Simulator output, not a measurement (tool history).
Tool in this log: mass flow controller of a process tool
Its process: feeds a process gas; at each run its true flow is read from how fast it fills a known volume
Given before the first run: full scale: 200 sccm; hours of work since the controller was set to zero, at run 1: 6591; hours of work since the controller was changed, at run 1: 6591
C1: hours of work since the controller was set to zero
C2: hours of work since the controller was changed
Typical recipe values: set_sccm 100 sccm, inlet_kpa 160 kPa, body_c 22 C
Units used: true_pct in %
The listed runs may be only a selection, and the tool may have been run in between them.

Run 1, hour 0: usual settings; C1 6591; C2 6591. Result: true_pct 102.76 %.
Run 2, hour 225: usual settings; C1 6758; C2 6758. Result: true_pct 102.99 %.
Run 3, hour 337.2: usual settings; C1 6841; C2 6841. Result: true_pct 103.1 %.
Run 4, hour 566.8: usual settings; C1 7012; C2 7012. Result: true_pct 103.02 %.
Run 5, hour 820.1: usual settings; C1 7200; C2 7200. Result: true_pct 103.22 %.
Run 6, hour 1073.1: usual settings; C1 7388; C2 7388. Result: true_pct 103.28 %.
Run 7, hour 1190.7: usual settings but set_sccm 170 sccm; C1 7476; C2 7476. Result: true_pct 102.69 %.
Run 8, hour 1373.9: usual settings; C1 7612; C2 7612. Result: true_pct 103.3 %.
Run 9, hour 1557: usual settings; C1 7748; C2 7748. Result: true_pct 103.47 %.
Run 10, hour 1817.2: usual settings; C1 7942; C2 7942. Result: true_pct 103.64 %.
Run 11, hour 2077.7: usual settings; C1 8136; C2 8136. Result: true_pct 103.71 %.
Run 12, hour 2313.8: usual settings; C1 8311; C2 8311. Result: true_pct 103.65 %.
At hour 2335: controller's zero set anew.
Run 13, hour 2568.1: usual settings; C1 173; C2 8500. Result: true_pct 101.28 %.
Run 14, hour 2719.6: usual settings but body_c 31 C; C1 286; C2 8613. Result: true_pct 102.18 %.
Run 15, hour 2920.6: usual settings; C1 436; C2 8762. Result: true_pct 101.26 %.
Run 16, hour 3187.2: usual settings; C1 634; C2 8960. Result: true_pct 101.55 %.
Run 17, hour 3373.3: usual settings; C1 772; C2 9099. Result: true_pct 101.57 %.
Run 18, hour 3591.8: usual settings; C1 935; C2 9261. Result: true_pct 101.67 %.
Run 19, hour 3707.1: usual settings but set_sccm 132 sccm, inlet_kpa 211 kPa, body_c 31 C; C1 1020; C2 9347. Result: true_pct 102.5 %.
Run 20, hour 3823.7: usual settings but set_sccm 132 sccm, body_c 33 C; C1 1107; C2 9434. Result: true_pct 102.82 %.
Run 21, hour 4089.6: usual settings but set_sccm 132 sccm, body_c 33 C; C1 1305; C2 9631. Result: true_pct 102.82 %.
Run 22, hour 4330.8: usual settings but set_sccm 187 sccm, body_c 33 C; C1 1484; C2 9811. Result: true_pct 103.3 %.
Run 23, hour 4459: usual settings but set_sccm 187 sccm, body_c 33 C; C1 1580; C2 9906. Result: true_pct 103.25 %.
Run 24, hour 4697.2: usual settings but set_sccm 164 sccm, inlet_kpa 228 kPa, body_c 32 C; C1 1757; C2 10083. Result: true_pct 102.86 %.
Run 25, hour 4850.4: usual settings but set_sccm 157 sccm, inlet_kpa 213 kPa, body_c 38 C; C1 1871; C2 10197. Result: true_pct 103.54 %.
Run 26, hour 5116.5: usual settings but body_c 24 C; C1 2068; C2 10395. Result: true_pct 102.36 %.
Run 27, hour 5284.3: usual settings but set_sccm 49 sccm, inlet_kpa 158 kPa, body_c 23 C; C1 2193; C2 10520. Result: true_pct 102.83 %.
Run 28, hour 5410.5: usual settings but set_sccm 49 sccm, inlet_kpa 158 kPa, body_c 23 C; C1 2287; C2 10614. Result: true_pct 102.66 %.
At hour 5620.3: controller exchanged for a calibrated one.
Run 29, hour 5681.9: usual settings but set_sccm 173 sccm, inlet_kpa 176 kPa; C1 46; C2 46. Result: true_pct 99.74 %.
Run 30, hour 5884.1: usual settings but set_sccm 173 sccm, inlet_kpa 176 kPa; C1 196; C2 196. Result: true_pct 99.61 %.
Run 31, hour 6012.1: usual settings but set_sccm 173 sccm, inlet_kpa 176 kPa; C1 291; C2 291. Result: true_pct 99.64 %.
Run 32, hour 6250.4: usual settings but set_sccm 173 sccm, inlet_kpa 176 kPa; C1 469; C2 469. Result: true_pct 99.77 %.
Run 33, hour 6418.7: usual settings but set_sccm 42 sccm, inlet_kpa 252 kPa, body_c 38 C; C1 594; C2 594. Result: true_pct 100.52 %.
Run 34, hour 6588.7: usual settings but set_sccm 42 sccm, inlet_kpa 252 kPa, body_c 38 C; C1 720; C2 720. Result: true_pct 100.8 %.

Predict each of these 3 candidate next runs independently; none follows another, all start after run 34:
Run A, hour 6838.3: usual settings but set_sccm 143 sccm, inlet_kpa 154 kPa, body_c 39 C; C1 906; C2 906. Result: true_pct ?.
Run B, hour 6838.3: usual settings but inlet_kpa 198 kPa, body_c 40 C; C1 906; C2 906. Result: true_pct ?.
Run C, hour 6838.3: usual settings but set_sccm 42 sccm, inlet_kpa 147 kPa; C1 906; C2 906. Result: true_pct ?.

run  true_pct
  A    101.46
  B    101.17
  C     99.71
What these runs would have given with no unlogged condition in the tool:
run  true_pct
  A    101.11
  B    100.72
  C     98.81

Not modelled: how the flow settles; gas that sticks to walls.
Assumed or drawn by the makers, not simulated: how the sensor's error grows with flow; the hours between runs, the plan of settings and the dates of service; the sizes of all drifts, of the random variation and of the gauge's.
